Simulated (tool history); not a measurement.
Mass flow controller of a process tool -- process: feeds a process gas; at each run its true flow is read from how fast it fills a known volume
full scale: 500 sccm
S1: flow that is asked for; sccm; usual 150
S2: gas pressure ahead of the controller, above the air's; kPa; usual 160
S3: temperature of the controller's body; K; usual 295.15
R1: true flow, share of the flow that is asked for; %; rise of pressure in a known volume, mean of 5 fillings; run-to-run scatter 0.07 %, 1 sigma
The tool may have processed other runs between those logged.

run 1 hour=0 | S1=150 S2=160 S3=295.15 | R1=98.79
run 2 hour=495.1 | S1=150 S2=160 S3=298.15 | R1=98.95
run 3 hour=725.3 | S1=150 S2=160 S3=298.15 | R1=98.89
run 4 hour=1153.6 | S1=150 S2=160 S3=298.15 | R1=98.83
run 5 hour=1539.3 | S1=93 S2=160 S3=298.15 | R1=98.47
run 6 hour=1797.3 | S1=93 S2=160 S3=298.15 | R1=98.35
run 7 hour=2311.6 | S1=93 S2=160 S3=298.15 | R1=98.26
run 8 hour=2625.6 | S1=150 S2=160 S3=295.15 | R1=98.32
run 9 hour=3014.3 | S1=150 S2=160 S3=295.15 | R1=98.17
run 10 hour=3312.3 | S1=75 S2=160 S3=295.15 | R1=97.46
run 11 hour=3674.9 | S1=75 S2=160 S3=295.15 | R1=97.51
run 12 hour=4116 | S1=75 S2=160 S3=295.15 | R1=97.23
run 13 hour=4596.3 | S1=75 S2=160 S3=295.15 | R1=97.03
run 14 hour=5101 | S1=299 S2=160 S3=295.15 | R1=98.44
run 15 hour=5375.2 | S1=299 S2=160 S3=295.15 | R1=98.5
run 16 hour=5850.3 | S1=150 S2=171 S3=295.15 | R1=97.63
run 17 hour=6146.2 | S1=150 S2=171 S3=295.15 | R1=97.57
run 18 hour=6380.8 | S1=150 S2=197 S3=295.15 | R1=97.64
run 19 hour=6922.9 | S1=150 S2=249 S3=295.15 | R1=97.84
run 20 hour=7448.2 | S1=150 S2=160 S3=295.15 | R1=97.53
run 21 hour=7703.7 | S1=150 S2=160 S3=295.15 | R1=97.26
run 22 hour=8048.7 | S1=150 S2=256 S3=295.15 | R1=97.52
run 23 hour=8362.7 | S1=297 S2=223 S3=309.15 | R1=99.56
run 24 hour=8684.3 | S1=150 S2=160 S3=296.15 | R1=97.29
run 25 hour=9142.1 | S1=145 S2=233 S3=303.15 | R1=98.05
run 26 hour=9540 | S1=203 S2=202 S3=294.15 | R1=97.39
run 27 hour=9912.4 | S1=203 S2=202 S3=294.15 | R1=97.48
run 28 hour=10207.5 | S1=209 S2=186 S3=300.15 | R1=97.81
run 29 hour=10649.6 | S1=150 S2=160 S3=293.15 | R1=96.63
run 30 hour=10923.9 | S1=150 S2=160 S3=293.15 | R1=96.63
run 31 hour=11251.3 | S1=172 S2=160 S3=295.15 | R1=96.88
run 32 hour=11674 | S1=134 S2=141 S3=303.15 | R1=97.23
run 33 hour=11997.9 | S1=380 S2=223 S3=294.15 | R1=97.89
run 34 hour=12295.8 | S1=415 S2=223 S3=294.15 | R1=97.99
run 35 hour=12613.1 | S1=415 S2=200 S3=312.15 | R1=99.92
-- hour=12807.2 controller's zero set anew
run 36 hour=12881.2 | S1=150 S2=160 S3=310.15 | R1=99.44
run 37 hour=13296 | S1=56 S2=232 S3=308.15 | R1=98.92
run 38 hour=13538.9 | S1=56 S2=232 S3=308.15 | R1=98.9
run 39 hour=14045.3 | S1=56 S2=232 S3=308.15 | R1=98.87
run 40 hour=14290.1 | S1=56 S2=232 S3=308.15 | R1=98.67
run 41 hour=14665.7 | S1=56 S2=276 S3=303.15 | R1=98.05

5 options for the next run, each taken on its own from the tool as it stands now. Forecast them:
run A hour=15206.6 | S1=81 S2=160 S3=295.15 | R1=?
run B hour=15206.6 | S1=56 S2=276 S3=302.15 | R1=?
run C hour=15206.6 | S1=271 S2=170 S3=297.15 | R1=?
run D hour=15206.6 | S1=339 S2=258 S3=295.15 | R1=?
run E hour=15206.6 | S1=56 S2=271 S3=294.15 | R1=?

run=A R1=97.04
run=B R1=97.81
run=C R1=97.95
run=D R1=98.29
run=E R1=96.99
Take away the tool's hidden state, keep each run's random variation, and the runs would have read:
run=A R1=98.62
run=B R1=99.61
run=C R1=99.18
run=D R1=99.5
run=E R1=98.79

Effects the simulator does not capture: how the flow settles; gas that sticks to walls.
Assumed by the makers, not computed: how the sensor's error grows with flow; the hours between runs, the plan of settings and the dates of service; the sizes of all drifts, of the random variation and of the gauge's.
